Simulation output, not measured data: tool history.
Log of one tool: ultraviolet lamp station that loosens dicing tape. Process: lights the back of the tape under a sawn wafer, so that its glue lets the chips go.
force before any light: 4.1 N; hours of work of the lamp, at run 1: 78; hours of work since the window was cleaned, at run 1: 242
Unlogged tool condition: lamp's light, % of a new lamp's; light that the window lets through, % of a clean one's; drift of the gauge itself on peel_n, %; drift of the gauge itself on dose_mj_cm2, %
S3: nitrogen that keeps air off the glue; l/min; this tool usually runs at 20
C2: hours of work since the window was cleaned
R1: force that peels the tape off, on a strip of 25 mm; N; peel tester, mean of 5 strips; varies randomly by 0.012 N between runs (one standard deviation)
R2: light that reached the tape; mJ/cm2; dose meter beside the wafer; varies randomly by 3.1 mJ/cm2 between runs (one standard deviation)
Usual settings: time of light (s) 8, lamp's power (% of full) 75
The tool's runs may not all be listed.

Run 1, day 0.000: usual settings; hours of work of the lamp 78; C2 242. Result: R1 0.626 N, R2 429 mJ/cm2.
Run 2, day 0.638: usual settings; hours of work of the lamp 86; C2 250. Result: R1 0.596 N, R2 426 mJ/cm2.
Run 3, day 1.488: usual settings; hours of work of the lamp 97; C2 261. Result: R1 0.633 N, R2 420 mJ/cm2.
Run 4, day 1.929: usual settings; hours of work of the lamp 103; C2 267. Result: R1 0.634 N, R2 427 mJ/cm2.
Run 5, day 2.625: usual settings; hours of work of the lamp 113; C2 276. Result: R1 0.644 N, R2 422 mJ/cm2.
Run 6, day 3.275: usual settings; hours of work of the lamp 121; C2 285. Result: R1 0.639 N, R2 412 mJ/cm2.
Run 7, day 3.671: usual settings but lamp's power (% of full) 62; hours of work of the lamp 126; C2 290. Result: R1 0.843 N, R2 343 mJ/cm2.
Run 8, day 4.454: usual settings but lamp's power (% of full) 62; hours of work of the lamp 137; C2 301. Result: R1 0.854 N, R2 338 mJ/cm2.
Run 9, day 4.912: usual settings but lamp's power (% of full) 62; hours of work of the lamp 143; C2 307. Result: R1 0.893 N, R2 342 mJ/cm2.
Run 10, day 5.358: usual settings but lamp's power (% of full) 87; hours of work of the lamp 149; C2 313. Result: R1 0.502 N, R2 468 mJ/cm2.
Run 11, day 5.842: usual settings but lamp's power (% of full) 87; hours of work of the lamp 155; C2 319. Result: R1 0.526 N, R2 480 mJ/cm2.
Run 12, day 6.692: usual settings but lamp's power (% of full) 87; hours of work of the lamp 166; C2 330. Result: R1 0.507 N, R2 470 mJ/cm2.
Run 13, day 7.358: usual settings but lamp's power (% of full) 79; hours of work of the lamp 175; C2 339. Result: R1 0.634 N, R2 420 mJ/cm2.
Run 14, day 8.233: usual settings but lamp's power (% of full) 79, S3 21 l/min; hours of work of the lamp 187; C2 351. Result: R1 0.605 N, R2 422 mJ/cm2.
Run 15, day 8.950: usual settings; hours of work of the lamp 196; C2 360. Result: R1 0.705 N, R2 396 mJ/cm2.
Run 16, day 9.558: usual settings; hours of work of the lamp 204; C2 368. Result: R1 0.713 N, R2 392 mJ/cm2.
Run 17, day 9.967: usual settings; hours of work of the lamp 210; C2 374. Result: R1 0.720 N, R2 389 mJ/cm2.
Run 18, day 10.600: usual settings but lamp's power (% of full) 64, S3 27 l/min; hours of work of the lamp 218; C2 382. Result: R1 0.759 N, R2 333 mJ/cm2.
Run 19, day 11.167: usual settings but S3 12 l/min; hours of work of the lamp 226; C2 390. Result: R1 0.984 N, R2 392 mJ/cm2.
Run 20, day 11.842: usual settings but S3 12 l/min; hours of work of the lamp 235; C2 399. Result: R1 1.010 N, R2 389 mJ/cm2.
Run 21, day 12.629: usual settings but S3 21 l/min; hours of work of the lamp 245; C2 409. Result: R1 0.711 N, R2 381 mJ/cm2.
Run 22, day 13.088: usual settings but S3 21 l/min; hours of work of the lamp 251; C2 415. Result: R1 0.711 N, R2 379 mJ/cm2.
Run 23, day 13.817: usual settings but S3 21 l/min; hours of work of the lamp 261; C2 425. Result: R1 0.719 N, R2 376 mJ/cm2.
Run 24, day 14.262: usual settings but S3 21 l/min; hours of work of the lamp 267; C2 431. Result: R1 0.716 N, R2 373 mJ/cm2.
Run 25, day 14.642: usual settings but S3 21 l/min; hours of work of the lamp 272; C2 436. Result: R1 0.741 N, R2 378 mJ/cm2.
Run 26, day 15.050: usual settings but S3 21 l/min; hours of work of the lamp 277; C2 441. Result: R1 0.733 N, R2 374 mJ/cm2.
Run 27, day 15.592: usual settings but S3 14 l/min; hours of work of the lamp 285; C2 448. Result: R1 0.970 N, R2 374 mJ/cm2.
At day 15.946: window cleaned of glue's vapour.
Run 28, day 16.008: usual settings but S3 14 l/min; hours of work of the lamp 290; C2 1. Result: R1 0.881 N, R2 395 mJ/cm2.
Run 29, day 16.721: usual settings but time of light (s) 4, lamp's power (% of full) 84, S3 26 l/min; hours of work of the lamp 299; C2 10. Result: R1 1.343 N, R2 221 mJ/cm2.
Run 30, day 17.125: usual settings but time of light (s) 4, lamp's power (% of full) 84, S3 26 l/min; hours of work of the lamp 305; C2 16. Result: R1 1.339 N, R2 215 mJ/cm2.
Run 31, day 17.550: usual settings but time of light (s) 6, lamp's power (% of full) 100; hours of work of the lamp 310; C2 21. Result: R1 0.691 N, R2 392 mJ/cm2.
Run 32, day 18.242: usual settings but time of light (s) 6, lamp's power (% of full) 100; hours of work of the lamp 319; C2 30. Result: R1 0.716 N, R2 385 mJ/cm2.
Run 33, day 19.033: usual settings but lamp's power (% of full) 69, S3 6 l/min; hours of work of the lamp 330; C2 41. Result: R1 1.552 N, R2 358 mJ/cm2.

Pick out some run-to-run changes in R1. Of each, how much would a tool without hidden state show as well, from the settings, what came in and chance, and how much is left for the hidden state and any gauge scatter not in both results compared?
Run 27 -> 28: window cleaned of glue's vapour. R1 -0.089 N: hidden state -0.082, all else -0.007.
Run 28 -> 29: time of light (s) 8 -> 4, lamp's power (% of full) 75 -> 84, S3 14 -> 26. R1 +0.462 N: hidden state +0.041, all else +0.421.
Run 30 -> 31: time of light (s) 4 -> 6, lamp's power (% of full) 84 -> 100, S3 26 -> 20. R1 -0.648 N: hidden state -0.058, all else -0.590.
Run 32 -> 33: time of light (s) 6 -> 8, lamp's power (% of full) 100 -> 69, S3 20 -> 6. R1 +0.836 N: hidden state +0.086, all else +0.750.

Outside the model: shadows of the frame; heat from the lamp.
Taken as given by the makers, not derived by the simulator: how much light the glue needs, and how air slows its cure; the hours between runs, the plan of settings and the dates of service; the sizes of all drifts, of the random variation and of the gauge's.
